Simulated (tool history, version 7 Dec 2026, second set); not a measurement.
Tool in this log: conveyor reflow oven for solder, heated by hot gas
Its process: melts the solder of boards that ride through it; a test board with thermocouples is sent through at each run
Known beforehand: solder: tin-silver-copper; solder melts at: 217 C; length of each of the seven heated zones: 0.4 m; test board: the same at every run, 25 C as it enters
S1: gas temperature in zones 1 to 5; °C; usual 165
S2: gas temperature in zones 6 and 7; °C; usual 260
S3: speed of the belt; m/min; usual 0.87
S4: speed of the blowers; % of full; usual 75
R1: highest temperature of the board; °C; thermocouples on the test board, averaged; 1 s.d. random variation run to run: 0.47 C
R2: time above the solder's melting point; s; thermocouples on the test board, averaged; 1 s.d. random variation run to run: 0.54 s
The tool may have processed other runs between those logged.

run    hour   S1   S2     S3  S4     R1    R2
  1       0  165  260   0.87  75  243.7  34.4
  2    73.4  165  260   0.79  75  245.9  40.8
  3   170.5  165  260   0.87  75  243.6    34
      215.4  -- flux residue cleaned out of gas plates and filters
  4   261.9  165  260   0.87  75  245.4  35.3
  5   349.2  153  260   0.87  75  242.3  31.1
  6   416.1  165  260   0.87  75  243.8  34.7
  7     470  165  260   0.87  75  244.2  34.5
  8   511.5  165  260   0.87  75  243.1  34.3
  9   556.7  159  260   0.87  75  242.1  33.1
 10   613.6  159  260   0.87  75  241.6  31.3
 11   695.9  168  260   0.87  77  244.6    35
 12   737.4  168  260   0.87  77  244.6  35.3
 13   782.1  168  260   0.87  77  243.1  34.5
      796.9  -- flux residue cleaned out of gas plates and filters
 14   845.4  155  272   0.87  77  253.2  38.8
 15   919.4  155  272   0.87  77  253.6  38.4
 16   974.7  165  274  0.793  75  259.4  47.4
 17  1064.9  165  274  0.793  75  258.1  48.8
 18  1114.8  171  274   0.93  57  250.7  36.6
 19  1189.9  171  274   0.93  57  249.7  36.5

Below are 3 alternative next runs, each starting from the tool's condition after run 19. Predict each:
  A  1236.5  171  265   0.93  57   ?   ?
  B  1236.5  171  270  0.901  56   ?   ?
  C  1236.5  165  257   0.87  75   ?   ?

run     R1    R2
  A  242.7  32.6
  B  248.4  37.3
  C  239.6  31.3
With no hidden state in the tool, these same runs would have given:
run     R1    R2
  A  245.8  34.4
  B  251.5  38.8
  C  242.8  33.7

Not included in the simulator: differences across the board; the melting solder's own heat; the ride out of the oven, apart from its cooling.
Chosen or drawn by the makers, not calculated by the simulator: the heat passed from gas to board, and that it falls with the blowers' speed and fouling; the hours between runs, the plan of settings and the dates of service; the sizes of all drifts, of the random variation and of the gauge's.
